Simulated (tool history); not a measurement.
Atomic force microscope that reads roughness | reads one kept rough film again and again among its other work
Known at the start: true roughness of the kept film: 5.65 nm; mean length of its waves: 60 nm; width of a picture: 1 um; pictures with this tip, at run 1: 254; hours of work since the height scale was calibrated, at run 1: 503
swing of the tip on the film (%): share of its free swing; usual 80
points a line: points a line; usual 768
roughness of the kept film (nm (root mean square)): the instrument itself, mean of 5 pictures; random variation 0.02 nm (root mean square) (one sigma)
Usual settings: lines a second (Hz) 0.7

run	hour	lines a second (Hz)	swing of the tip on the film (%)	points a line	pictures with this tip	hours of work since the height scale was calibrated	roughness of the kept film (nm (root mean square))
1	0	0.7	80	768	254	503	4.167
# hour 16.8: new tip fitted
2	76.5	0.7	68	768	53	542	4.887
3	156.4	0.7	80	768	125	583	4.446
4	215.8	1.203	80	768	178	614	4.073
5	270.8	1.527	80	768	227	642	3.814
6	309.8	1.527	80	768	262	662	3.756
# hour 317.8: new tip fitted
7	343.2	0.7	56	768	23	679	5.042
8	391.3	0.7	80	768	66	704	4.63
9	434.4	0.7	56	768	104	726	4.803
10	507.3	0.7	56	768	170	763	4.563
11	552.5	0.7	80	768	210	787	4.17
12	609.3	0.7	80	768	261	816	4.058
# hour 620: new tip fitted
13	669.5	0.7	80	768	45	847	4.695
14	744.6	0.7	73	768	112	885	4.555
15	781.8	0.7	62	768	145	904	4.594
16	818.1	0.7	62	768	178	923	4.492
17	856.1	1.231	56	768	212	943	4.337
18	897.8	1.569	64	768	249	964	4.108
# hour 921.4: new tip fitted
19	950.5	3.743	87	768	26	991	3.213
# hour 958.9: height scale calibrated on a step standard
20	992.6	0.7	57	768	63	17	4.841
21	1031.7	0.7	57	768	98	37	4.742
# hour 1077.9: height scale calibrated on a step standard, once more
22	1084.5	1.732	82	997	145	3	3.918
23	1133.6	1.732	82	997	189	29	3.782
24	1180	2.353	82	261	230	53	3.446
# hour 1220.4: new tip fitted
25	1223.9	2.353	82	261	3	75	4.078
26	1283.1	0.866	89	345	56	105	4.457
27	1338.8	0.866	89	345	106	134	4.278
28	1418.3	3.628	56	586	177	175	4.261

5 ways to go on from here, each from the tool as it stands after run 28. What would each give?
A	1484.3	0.7	76	377	236	209	?
B	1484.3	0.521	70	586	236	209	?
C	1484.3	0.57	80	768	236	209	?
D	1484.3	1.17	79	768	236	209	?
E	1484.3	0.613	69	392	236	209	?

run	roughness of the kept film (nm (root mean square))
A	4.249
B	4.378
C	4.221
D	3.995
E	4.294
Without the tool's hidden state the same runs would have given:
run	roughness of the kept film (nm (root mean square))
A	5.026
B	5.179
C	4.993
D	4.727
E	5.081
